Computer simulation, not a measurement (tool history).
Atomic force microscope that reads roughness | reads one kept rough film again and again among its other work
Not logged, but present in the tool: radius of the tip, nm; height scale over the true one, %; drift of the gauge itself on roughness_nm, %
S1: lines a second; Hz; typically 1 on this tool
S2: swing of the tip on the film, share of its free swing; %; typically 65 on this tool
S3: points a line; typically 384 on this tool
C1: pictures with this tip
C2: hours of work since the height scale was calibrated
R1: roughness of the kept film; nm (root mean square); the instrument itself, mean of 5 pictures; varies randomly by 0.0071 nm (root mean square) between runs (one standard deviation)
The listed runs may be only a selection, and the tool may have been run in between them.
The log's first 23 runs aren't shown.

{"run": 24, "hour": 295.5, "S1": 1, "S2": 87, "S3": 258, "C1": 208, "C2": 497, "R1": 1.323}
{"run": 25, "hour": 304.8, "S1": 1.28, "S2": 68, "S3": 684, "C1": 223, "C2": 502, "R1": 1.368}
{"run": 26, "hour": 317.3, "S1": 3.36, "S2": 67, "S3": 984, "C1": 243, "C2": 508, "R1": 1.297}
{"run": 27, "hour": 328.9, "S1": 1.63, "S2": 78, "S3": 569, "C1": 262, "C2": 514, "R1": 1.3}
{"hour": 331.2, "done": "height scale calibrated on a step standard"}
{"run": 28, "hour": 341.6, "S1": 0.63, "S2": 89, "S3": 591, "C1": 281, "C2": 5, "R1": 1.317}
{"hour": 353.2, "done": "new tip fitted"}
{"run": 29, "hour": 360.3, "S1": 0.63, "S2": 89, "S3": 591, "C1": 11, "C2": 15, "R1": 1.46}
{"run": 30, "hour": 369.9, "S1": 2.15, "S2": 63, "S3": 332, "C1": 27, "C2": 20, "R1": 1.427}
{"run": 31, "hour": 378.1, "S1": 0.64, "S2": 63, "S3": 332, "C1": 40, "C2": 24, "R1": 1.461}
{"run": 32, "hour": 387.3, "S1": 2.77, "S2": 65, "S3": 520, "C1": 55, "C2": 29, "R1": 1.412}
{"run": 33, "hour": 396.9, "S1": 0.7, "S2": 65, "S3": 259, "C1": 70, "C2": 34, "R1": 1.442}
{"run": 34, "hour": 410.8, "S1": 0.7, "S2": 65, "S3": 259, "C1": 93, "C2": 41, "R1": 1.426}
{"run": 35, "hour": 419.1, "S1": 0.81, "S2": 56, "S3": 554, "C1": 106, "C2": 45, "R1": 1.451}
{"hour": 430.4, "done": "height scale calibrated on a step standard, once more"}
{"run": 36, "hour": 432.3, "S1": 2.79, "S2": 89, "S3": 384, "C1": 126, "C2": 1, "R1": 1.217}
{"run": 37, "hour": 450.1, "S1": 0.97, "S2": 71, "S3": 384, "C1": 155, "C2": 10, "R1": 1.391}
{"run": 38, "hour": 461.4, "S1": 0.97, "S2": 71, "S3": 384, "C1": 173, "C2": 16, "R1": 1.371}
{"run": 39, "hour": 475.5, "S1": 1.29, "S2": 85, "S3": 865, "C1": 196, "C2": 23, "R1": 1.303}
{"run": 40, "hour": 489.4, "S1": 1, "S2": 65, "S3": 635, "C1": 218, "C2": 30, "R1": 1.373}
{"run": 41, "hour": 505.9, "S1": 1, "S2": 65, "S3": 635, "C1": 245, "C2": 39, "R1": 1.341}
{"run": 42, "hour": 519.0, "S1": 1, "S2": 65, "S3": 635, "C1": 266, "C2": 46, "R1": 1.353}
{"run": 43, "hour": 527.2, "S1": 1, "S2": 65, "S3": 635, "C1": 279, "C2": 50, "R1": 1.348}
{"hour": 540.0, "done": "new tip fitted"}
{"run": 44, "hour": 540.0, "S1": 1, "S2": 62, "S3": 635, "C1": 0, "C2": 56, "R1": 1.478}
{"run": 45, "hour": 548.7, "S1": 3.14, "S2": 65, "S3": 736, "C1": 14, "C2": 61, "R1": 1.416}

Alternative continuations, all from the tool just after run 45; predict every row:
{"run": "A", "hour": 567.4, "S1": 0.79, "S2": 77, "S3": 285, "C1": 44, "C2": 70, "R1": "?"}
{"run": "B", "hour": 567.4, "S1": 3.14, "S2": 59, "S3": 458, "C1": 44, "C2": 70, "R1": "?"}
{"run": "C", "hour": 567.4, "S1": 3.99, "S2": 65, "S3": 384, "C1": 44, "C2": 70, "R1": "?"}
{"run": "D", "hour": 567.4, "S1": 1, "S2": 87, "S3": 384, "C1": 44, "C2": 70, "R1": "?"}
{"run": "E", "hour": 567.4, "S1": 2.1, "S2": 85, "S3": 736, "C1": 44, "C2": 70, "R1": "?"}

run=A R1=1.432
run=B R1=1.425
run=C R1=1.37
run=D R1=1.408
run=E R1=1.341
The same runs, with their run-to-run variation unchanged, on a tool lacking any hidden condition would have given:
run=A R1=1.455
run=B R1=1.448
run=C R1=1.392
run=D R1=1.431
run=E R1=1.362
